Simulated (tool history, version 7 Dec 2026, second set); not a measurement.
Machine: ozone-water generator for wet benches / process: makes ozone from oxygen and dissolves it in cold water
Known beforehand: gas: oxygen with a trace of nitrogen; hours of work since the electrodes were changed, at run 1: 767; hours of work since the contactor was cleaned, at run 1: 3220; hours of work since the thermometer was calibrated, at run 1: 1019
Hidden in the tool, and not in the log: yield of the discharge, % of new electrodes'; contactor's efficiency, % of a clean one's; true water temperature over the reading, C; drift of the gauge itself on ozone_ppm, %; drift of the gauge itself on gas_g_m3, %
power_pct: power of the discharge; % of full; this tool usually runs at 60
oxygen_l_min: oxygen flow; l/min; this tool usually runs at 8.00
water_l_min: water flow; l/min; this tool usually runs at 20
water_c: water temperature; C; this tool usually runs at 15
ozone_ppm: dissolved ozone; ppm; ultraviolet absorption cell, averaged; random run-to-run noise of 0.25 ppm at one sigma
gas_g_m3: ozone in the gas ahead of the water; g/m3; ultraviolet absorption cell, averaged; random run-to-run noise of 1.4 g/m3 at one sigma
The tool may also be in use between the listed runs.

run,hour,power_pct,oxygen_l_min,water_l_min,water_c,hours of work since the electrodes were changed,hours of work since the contactor was cleaned,hours of work since the thermometer was calibrated,ozone_ppm,gas_g_m3
1,0.0,60,8.00,20,15,767,3220,1019,34.3,244.9
# hour 15.1: contactor cleaned
2,88.9,60,8.00,20,15,826,51,1078,36.8,243.6
3,155.0,60,8.00,20,15,872,98,1125,36.2,241.1
4,238.6,60,8.00,20,9,931,156,1183,40.1,238.6
5,295.0,60,8.00,32,9,970,195,1222,26.4,240.1
6,334.0,43,8.00,20,15,997,222,1249,30.1,201.8
7,380.5,43,8.00,20,15,1030,255,1282,30.4,200.8
8,423.7,60,5.24,20,21,1060,285,1312,32.6,293.1
9,471.2,60,5.24,20,21,1093,318,1345,32.9,292.3

What will run 10 give?
10,509.5,60,5.24,20,21,1120,345,1372,?,?

Run 10 yielded ozone_ppm 32.4 ppm, gas_g_m3 294.1 g/m3.
Minus the tool's unlogged condition, the same run would have read ozone_ppm 34.6 ppm, gas_g_m3 310.7 g/m3.

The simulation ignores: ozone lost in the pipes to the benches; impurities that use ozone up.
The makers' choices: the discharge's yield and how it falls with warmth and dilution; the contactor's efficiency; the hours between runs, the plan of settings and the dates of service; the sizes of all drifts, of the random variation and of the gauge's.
